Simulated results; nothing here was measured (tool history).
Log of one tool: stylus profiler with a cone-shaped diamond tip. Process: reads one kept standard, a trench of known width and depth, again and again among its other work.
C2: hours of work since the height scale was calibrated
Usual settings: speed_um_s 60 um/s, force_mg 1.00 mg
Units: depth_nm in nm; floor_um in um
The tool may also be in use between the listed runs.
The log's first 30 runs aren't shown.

run 31 hour=2665.9 | speed_um_s=129 force_mg=1.00 | scans_with_this_tip=4276 C2=265 | depth_nm=503.02 floor_um=25.69
run 32 hour=2726.4 | speed_um_s=18 force_mg=0.63 | scans_with_this_tip=4536 C2=297 | depth_nm=502.25 floor_um=26.27
run 33 hour=2778.1 | speed_um_s=83 force_mg=2.03 | scans_with_this_tip=4758 C2=325 | depth_nm=505.09 floor_um=25.99
run 34 hour=2853.2 | speed_um_s=77 force_mg=1.19 | scans_with_this_tip=5081 C2=364 | depth_nm=503.41 floor_um=25.91
run 35 hour=2914.2 | speed_um_s=77 force_mg=1.19 | scans_with_this_tip=5343 C2=397 | depth_nm=503.63 floor_um=25.81
run 36 hour=3008.1 | speed_um_s=77 force_mg=1.19 | scans_with_this_tip=5746 C2=446 | depth_nm=503.32 floor_um=25.75
run 37 hour=3092.3 | speed_um_s=120 force_mg=0.46 | scans_with_this_tip=6107 C2=491 | depth_nm=501.41 floor_um=25.09
run 38 hour=3145.9 | speed_um_s=21 force_mg=0.95 | scans_with_this_tip=6338 C2=519 | depth_nm=502.85 floor_um=25.90
run 39 hour=3264.4 | speed_um_s=21 force_mg=0.95 | scans_with_this_tip=6847 C2=582 | depth_nm=502.44 floor_um=25.84
run 40 hour=3374.3 | speed_um_s=171 force_mg=1.90 | scans_with_this_tip=7319 C2=640 | depth_nm=504.54 floor_um=25.24
run 41 hour=3481.4 | speed_um_s=32 force_mg=2.54 | scans_with_this_tip=7779 C2=696 | depth_nm=505.33 floor_um=25.72
run 42 hour=3591.6 | speed_um_s=32 force_mg=2.54 | scans_with_this_tip=8252 C2=755 | depth_nm=505.51 floor_um=25.62
run 43 hour=3710.5 | speed_um_s=32 force_mg=2.54 | scans_with_this_tip=8763 C2=818 | depth_nm=505.21 floor_um=25.54
run 44 hour=3783.7 | speed_um_s=15 force_mg=0.34 | scans_with_this_tip=9077 C2=856 | depth_nm=500.75 floor_um=25.51
-- hour=3849.5 new tip fitted, height scale calibrated
run 45 hour=3856.7 | speed_um_s=157 force_mg=1.00 | scans_with_this_tip=31 C2=4 | depth_nm=503.48 floor_um=26.43
run 46 hour=3951.1 | speed_um_s=157 force_mg=1.00 | scans_with_this_tip=437 C2=54 | depth_nm=503.10 floor_um=26.34
run 47 hour=4011.9 | speed_um_s=77 force_mg=1.58 | scans_with_this_tip=698 C2=86 | depth_nm=504.28 floor_um=26.89

Forecast each of these 3 alternatives for the next run:
run A hour=4073.1 | speed_um_s=186 force_mg=0.41 | scans_with_this_tip=961 C2=118 | depth_nm=? floor_um=?
run B hour=4073.1 | speed_um_s=151 force_mg=1.00 | scans_with_this_tip=961 C2=118 | depth_nm=? floor_um=?
run C hour=4073.1 | speed_um_s=181 force_mg=0.59 | scans_with_this_tip=961 C2=118 | depth_nm=? floor_um=?

run=A depth_nm=501.57 floor_um=25.47
run=B depth_nm=502.92 floor_um=26.27
run=C depth_nm=501.97 floor_um=25.84
Without the tool's hidden state the same runs would have given:
run=A depth_nm=501.85 floor_um=25.67
run=B depth_nm=503.20 floor_um=26.47
run=C depth_nm=502.25 floor_um=26.04
